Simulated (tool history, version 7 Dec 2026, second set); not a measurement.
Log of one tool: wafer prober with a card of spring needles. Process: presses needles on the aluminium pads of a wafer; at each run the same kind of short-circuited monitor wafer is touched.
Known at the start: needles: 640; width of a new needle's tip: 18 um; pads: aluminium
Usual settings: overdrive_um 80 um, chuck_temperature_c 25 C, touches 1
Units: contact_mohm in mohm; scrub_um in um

Run 1, day 0.000: usual settings. Result: contact_mohm 280 mohm, scrub_um 21.84 um.
At day 0.108: tips cleaned on abrasive film.
At day 0.379: tips cleaned on abrasive film.
At day 0.650: tips cleaned on abrasive film.
Run 2, day 0.850: usual settings. Result: contact_mohm 287 mohm, scrub_um 21.91 um.
At day 0.908: tips cleaned on abrasive film.
At day 1.121: tips cleaned on abrasive film.
At day 1.392: tips cleaned on abrasive film.
At day 1.662: tips cleaned on abrasive film.
At day 1.929: tips cleaned on abrasive film.
Run 3, day 2.112: usual settings. Result: contact_mohm 283 mohm, scrub_um 21.49 um.
At day 2.171: tips cleaned on abrasive film.
At day 2.388: tips cleaned on abrasive film.
At day 2.654: tips cleaned on abrasive film.
At day 2.900: tips cleaned on abrasive film.
Run 4, day 2.900: usual settings. Result: contact_mohm 236 mohm, scrub_um 21.48 um.
At day 3.167: tips cleaned on abrasive film.
At day 3.438: tips cleaned on abrasive film.
At day 3.704: tips cleaned on abrasive film.
Run 5, day 3.892: usual settings. Result: contact_mohm 294 mohm, scrub_um 21.44 um.
At day 3.950: tips cleaned on abrasive film.
At day 4.221: tips cleaned on abrasive film.
At day 4.283: height of the first contact set anew.
At day 4.500: tips cleaned on abrasive film.
At day 4.771: tips cleaned on abrasive film.
Run 6, day 4.888: usual settings. Result: contact_mohm 270 mohm, scrub_um 22.24 um.
At day 5.000: tips cleaned on abrasive film.
At day 5.267: tips cleaned on abrasive film.
At day 5.538: tips cleaned on abrasive film.
At day 5.808: tips cleaned on abrasive film.
At day 6.075: tips cleaned on abrasive film.
At day 6.346: tips cleaned on abrasive film.
Run 7, day 6.412: usual settings. Result: contact_mohm 249 mohm, scrub_um 22.16 um.
At day 6.575: tips cleaned on abrasive film.
At day 6.846: tips cleaned on abrasive film.
At day 7.112: tips cleaned on abrasive film.
At day 7.329: tips cleaned on abrasive film.
At day 7.600: tips cleaned on abrasive film.
Run 8, day 7.600: usual settings but touches 3. Result: contact_mohm 231 mohm, scrub_um 22.05 um.
At day 7.817: tips cleaned on abrasive film.
At day 8.088: tips cleaned on abrasive film.
At day 8.354: tips cleaned on abrasive film.
At day 8.625: tips cleaned on abrasive film.
At day 8.896: tips cleaned on abrasive film.
At day 9.162: tips cleaned on abrasive film.
Run 9, day 9.171: usual settings. Result: contact_mohm 238 mohm, scrub_um 21.87 um.
At day 9.388: tips cleaned on abrasive film.
At day 9.654: tips cleaned on abrasive film.
At day 9.871: tips cleaned on abrasive film.
Run 10, day 10.083: usual settings. Result: contact_mohm 297 mohm, scrub_um 21.83 um.
At day 10.142: tips cleaned on abrasive film.
At day 10.408: tips cleaned on abrasive film.
At day 10.679: tips cleaned on abrasive film.
At day 10.950: tips cleaned on abrasive film.
At day 11.217: tips cleaned on abrasive film.
At day 11.471: tips cleaned on abrasive film.
Run 11, day 11.471: usual settings. Result: contact_mohm 237 mohm, scrub_um 21.68 um.
At day 11.738: tips cleaned on abrasive film.
At day 12.008: tips cleaned on abrasive film.
At day 12.279: tips cleaned on abrasive film.
At day 12.492: tips cleaned on abrasive film.
At day 12.762: tips cleaned on abrasive film.
Run 12, day 12.967: usual settings but chuck_temperature_c 42 C. Result: contact_mohm 299 mohm, scrub_um 21.54 um.
At day 13.025: tips cleaned on abrasive film.
At day 13.242: tips cleaned on abrasive film.
At day 13.512: tips cleaned on abrasive film.
At day 13.779: tips cleaned on abrasive film.
At day 13.792: height of the first contact set anew.
At day 14.062: tips cleaned on abrasive film.
At day 14.329: tips cleaned on abrasive film.
Run 13, day 14.454: usual settings. Result: contact_mohm 271 mohm, scrub_um 22.36 um.
At day 14.567: tips cleaned on abrasive film.
At day 14.833: tips cleaned on abrasive film.
At day 15.104: tips cleaned on abrasive film.
Run 14, day 15.267: usual settings but overdrive_um 64 um, chuck_temperature_c 30 C, touches 2. Result: contact_mohm 287 mohm, scrub_um 17.80 um.
At day 15.325: tips cleaned on abrasive film.
At day 15.592: tips cleaned on abrasive film.
At day 15.808: tips cleaned on abrasive film.
At day 16.079: tips cleaned on abrasive film.
At day 16.292: tips cleaned on abrasive film.
Run 15, day 16.346: usual settings but overdrive_um 64 um, chuck_temperature_c 30 C, touches 2. Result: contact_mohm 252 mohm, scrub_um 17.64 um.
At day 16.562: tips cleaned on abrasive film.
At day 16.829: tips cleaned on abrasive film.
At day 17.100: tips cleaned on abrasive film.
At day 17.367: tips cleaned on abrasive film.
At day 17.592: tips cleaned on abrasive film.
Run 16, day 17.592: usual settings but overdrive_um 71 um, chuck_temperature_c 30 C, touches 2. Result: contact_mohm 238 mohm, scrub_um 19.47 um.
At day 17.858: tips cleaned on abrasive film.
At day 18.129: tips cleaned on abrasive film.
At day 18.629: card fitted with new needles.
At day 18.846: tips cleaned on abrasive film.
At day 19.112: tips cleaned on abrasive film.
Run 17, day 19.158: usual settings but overdrive_um 71 um, chuck_temperature_c 30 C, touches 2. Result: contact_mohm 240 mohm, scrub_um 19.87 um.
At day 19.375: tips cleaned on abrasive film.
At day 19.646: tips cleaned on abrasive film.
At day 19.912: tips cleaned on abrasive film.
Run 18, day 19.929: usual settings but overdrive_um 71 um, chuck_temperature_c 30 C, touches 2. Result: contact_mohm 236 mohm, scrub_um 19.81 um.
At day 20.146: tips cleaned on abrasive film.
At day 20.358: tips cleaned on abrasive film.
At day 20.612: tips cleaned on abrasive film.
Run 19, day 20.612: usual settings but overdrive_um 82 um, chuck_temperature_c 121 C. Result: contact_mohm 257 mohm, scrub_um 22.62 um.
At day 20.883: tips cleaned on abrasive film.
At day 21.150: tips cleaned on abrasive film.
At day 21.421: tips cleaned on abrasive film.
At day 21.688: tips cleaned on abrasive film.
At day 21.958: tips cleaned on abrasive film.
Run 20, day 22.167: usual settings but overdrive_um 82 um, chuck_temperature_c 74 C. Result: contact_mohm 278 mohm, scrub_um 22.61 um.
At day 22.225: tips cleaned on abrasive film.
At day 22.492: tips cleaned on abrasive film.
At day 22.708: tips cleaned on abrasive film.
At day 22.979: tips cleaned on abrasive film.
Run 21, day 23.008: usual settings but overdrive_um 62 um, chuck_temperature_c 118 C. Result: contact_mohm 269 mohm, scrub_um 16.90 um.
At day 23.225: tips cleaned on abrasive film.
At day 23.492: tips cleaned on abrasive film.
At day 23.762: tips cleaned on abrasive film.
Run 22, day 23.779: usual settings. Result: contact_mohm 234 mohm, scrub_um 21.80 um.
At day 23.996: tips cleaned on abrasive film.
At day 24.262: tips cleaned on abrasive film.
At day 24.533: tips cleaned on abrasive film.
At day 24.750: tips cleaned on abrasive film.
At day 25.017: tips cleaned on abrasive film.
Run 23, day 25.096: usual settings. Result: contact_mohm 252 mohm, scrub_um 21.78 um.
At day 25.258: tips cleaned on abrasive film.
At day 25.525: tips cleaned on abrasive film.
At day 25.796: tips cleaned on abrasive film.
At day 26.062: tips cleaned on abrasive film.
At day 26.333: tips cleaned on abrasive film.
At day 26.550: tips cleaned on abrasive film.
Run 24, day 26.558: usual settings but touches 2. Result: contact_mohm 231 mohm, scrub_um 21.57 um.

3 ways to go on from here, each from the tool as it stands after run 24. What would each give?
At day 26.775: tips cleaned on abrasive film.
At day 27.046: tips cleaned on abrasive film.
At day 27.312: tips cleaned on abrasive film.
At day 27.583: tips cleaned on abrasive film.
At day 27.850: tips cleaned on abrasive film.
Run A, day 27.988: usual settings but chuck_temperature_c 64 C. Result: contact_mohm ?, scrub_um ?.
At day 26.775: tips cleaned on abrasive film.
At day 27.046: tips cleaned on abrasive film.
At day 27.312: tips cleaned on abrasive film.
At day 27.583: tips cleaned on abrasive film.
At day 27.850: tips cleaned on abrasive film.
Run B, day 27.988: usual settings but chuck_temperature_c 30 C, touches 2. Result: contact_mohm ?, scrub_um ?.
At day 26.775: tips cleaned on abrasive film.
At day 27.046: tips cleaned on abrasive film.
At day 27.312: tips cleaned on abrasive film.
At day 27.583: tips cleaned on abrasive film.
At day 27.850: tips cleaned on abrasive film.
Run C, day 27.988: usual settings but overdrive_um 84 um, chuck_temperature_c 75 C. Result: contact_mohm ?, scrub_um ?.

run  contact_mohm  scrub_um
  A           274     21.48
  B           250     21.35
  C           273     22.52
Without the tool's hidden state the same runs would have given:
run  contact_mohm  scrub_um
  A           238     22.46
  B           227     22.32
  C           240     23.49
